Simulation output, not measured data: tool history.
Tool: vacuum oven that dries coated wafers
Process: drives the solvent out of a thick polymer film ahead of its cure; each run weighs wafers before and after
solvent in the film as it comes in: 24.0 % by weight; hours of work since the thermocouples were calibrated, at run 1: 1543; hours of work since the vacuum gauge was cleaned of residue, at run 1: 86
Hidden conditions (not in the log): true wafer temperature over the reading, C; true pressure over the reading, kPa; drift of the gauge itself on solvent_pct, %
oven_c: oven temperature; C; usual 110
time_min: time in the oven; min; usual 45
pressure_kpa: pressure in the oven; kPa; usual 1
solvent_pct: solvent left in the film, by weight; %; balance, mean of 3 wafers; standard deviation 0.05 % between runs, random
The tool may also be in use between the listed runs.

run,day,oven_c,time_min,pressure_kpa,hours of work since the thermocouples were calibrated,hours of work since the vacuum gauge was cleaned of residue,solvent_pct
1,0,110,45,1,1543,86,5.99
2,1.579,110,45,1.04,1564,107,6.09
3,3.075,110,55,1,1583,127,4.67
# day 3.421: oven's thermocouples calibrated
4,4.904,110,55,1,19,150,4.01
5,5.992,110,45,1,34,164,5.25
6,7.354,110,45,1,52,182,5.38
7,8.471,110,45,1,66,196,5.24
8,9.25,110,45,0.79,76,206,5.27
9,10.825,110,45,1,97,227,5.27
10,12.429,110,45,1,118,248,5.39
11,14.304,110,45,1,142,273,5.41
12,16.021,110,60,1,165,295,3.56
13,17.012,110,35,1,178,308,7.14
14,18.2,110,45,0.69,193,324,5.25
# day 18.417: vacuum gauge cleaned of residue and calibrated
15,19.742,119,45,1,213,17,2.77
16,21.475,112,45,1,236,40,4.7
17,22.671,112,45,1,251,56,4.75
# day 23.125: vacuum gauge cleaned of residue and calibrated, once more
18,24.333,110,41,1,272,16,6.01
19,25.579,110,41,1,288,32,5.97
20,27.308,110,41,1,311,55,6.08
21,28.121,110,41,1,322,65,5.95
22,29.088,110,45,1,334,78,5.4
23,30.658,110,77,1,355,99,2.32
24,31.488,97,45,2.26,366,109,10.54
25,32.262,116,45,2.26,376,120,3.96
26,34.096,123,22,3.87,400,144,6.59
27,35.717,123,22,3.87,421,165,6.68
28,37.071,96,70,3.87,439,183,8.7
29,38.438,96,70,3.87,457,201,8.56
30,39.304,110,45,1.94,468,212,5.71
31,40.725,110,45,2.66,487,230,5.97
32,42.017,100,59,1,504,247,7.13
33,43.217,112,24,2.91,519,263,9.58
34,44.212,110,31,0.76,532,276,7.99
35,45.962,110,31,0.76,555,299,8.01
36,46.812,110,32,2.88,567,310,8.41
37,47.771,104,34,3.13,579,323,9.97
38,49.033,118,25,1.66,596,339,6.95
39,50.875,101,64,0.56,620,363,6.11
40,51.883,112,46,0.56,633,377,4.57
41,52.792,116,45,1.65,645,388,3.81
42,54.229,123,45,1.65,664,407,2.1
43,55.829,114,80,1.65,685,428,1.69
44,56.742,110,45,3.54,697,440,6.28
45,58.229,110,35,2.86,716,460,7.79
46,59.808,110,71,1.14,737,480,2.81

Hidden condition of the tool, last listed run before each entry between runs versus first listed run after:
Between runs 3 and 4: oven's thermocouples calibrated (day 3.421)
  true wafer temperature over the reading, C: -1.77 -> 0.31; true pressure over the reading, kPa: 0.054 -> 0.062
  the result without the hidden state subtracted from the measured one, solvent_pct: +0.57 -> -0.07 %
Between runs 14 and 15: vacuum gauge cleaned of residue and calibrated (day 18.417)
  true wafer temperature over the reading, C: 0.17 -> 0.15; true pressure over the reading, kPa: 0.131 -> 0.151
  the result without the hidden state subtracted from the measured one, solvent_pct: -0.01 -> +0 %
Between runs 17 and 18: vacuum gauge cleaned of residue and calibrated, once more (day 23.125)
  true wafer temperature over the reading, C: 0.12 -> 0.11; true pressure over the reading, kPa: 0.166 -> 0.006
  the result without the hidden state subtracted from the measured one, solvent_pct: +0 -> -0.04 %
